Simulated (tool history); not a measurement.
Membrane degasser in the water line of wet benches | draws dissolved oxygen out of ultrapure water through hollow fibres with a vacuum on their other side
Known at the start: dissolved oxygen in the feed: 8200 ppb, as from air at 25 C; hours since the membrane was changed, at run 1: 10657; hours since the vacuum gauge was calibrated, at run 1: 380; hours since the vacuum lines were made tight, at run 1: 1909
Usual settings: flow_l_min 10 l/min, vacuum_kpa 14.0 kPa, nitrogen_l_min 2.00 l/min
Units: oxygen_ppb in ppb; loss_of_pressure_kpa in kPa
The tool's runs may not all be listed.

run	hour	flow_l_min	vacuum_kpa	nitrogen_l_min	hours since the membrane was changed	hours since the vacuum gauge was calibrated	hours since the vacuum lines were made tight	oxygen_ppb	loss_of_pressure_kpa
1	0.0	10	14.0	2.00	10657	380	1909	134.4	27.39
2	350.7	10	14.0	2.00	11008	731	2259	134.6	27.39
3	681.8	10	14.0	2.00	11339	1062	2590	135.1	27.31
4	1009.9	7	14.0	2.00	11667	1390	2919	95.8	19.15
5	1152.3	7	14.0	2.00	11809	1532	3061	95.9	19.15
6	1309.1	7	14.0	2.00	11966	1689	3218	95.6	19.47
7	1617.9	7	14.0	2.00	12275	1998	3527	96.2	19.50
8	1765.2	7	14.0	2.00	12422	2145	3674	96.1	19.09
9	2100.2	7	14.0	2.00	12757	2480	4009	96.2	19.40
10	2403.3	7	14.0	2.00	13060	2783	4312	96.2	19.30
11	2753.8	7	14.0	2.00	13411	3134	4662	96.1	19.17
12	3101.1	7	14.0	2.00	13758	3481	5010	96.7	19.17
13	3432.6	7	14.0	2.00	14090	3813	5341	97.5	19.28
14	3641.1	6	23.5	4.56	14298	4021	5550	70.7	16.61
15	3990.0	7	14.0	2.00	14647	4370	5899	97.6	19.35
16	4188.3	14	14.5	2.00	14845	4568	6097	200.9	39.12
17	4415.4	14	9.8	2.00	15073	4795	6324	123.7	38.97
18	4717.0	13	30.6	2.32	15374	5097	6626	373.6	36.09
19	4950.2	13	30.6	2.32	15607	5330	6859	374.9	36.15
20	5123.2	13	30.6	2.32	15780	5503	7032	375.2	36.22
21	5278.9	15	11.1	2.00	15936	5659	7188	157.1	42.13
# hour 5293.9: vacuum gauge calibrated
22	5503.0	15	23.9	3.61	16160	209	7411	223.3	41.93
23	5852.5	10	25.4	3.33	16509	559	7761	172.1	27.99
24	6016.8	14	25.4	1.79	16673	723	7925	415.9	39.31
25	6216.4	12	13.8	1.89	16873	922	8125	170.7	33.79

4 ways to go on from here, each from the tool as it stands after run 25. What would each give?
A	6366.9	6	11.4	2.00	17023	1073	8275	?	?
B	6366.9	9	9.9	0.91	17023	1073	8275	?	?
C	6366.9	10	25.9	1.89	17023	1073	8275	?	?
D	6366.9	11	26.8	1.95	17023	1073	8275	?	?

run	oxygen_ppb	loss_of_pressure_kpa
A	65.6	16.78
B	163.1	25.31
C	297.5	28.08
D	327.9	30.80
Without the tool's hidden state the same runs would have given:
run	oxygen_ppb	loss_of_pressure_kpa
A	61.4	15.65
B	156.4	23.62
C	286.0	26.20
D	315.9	28.73
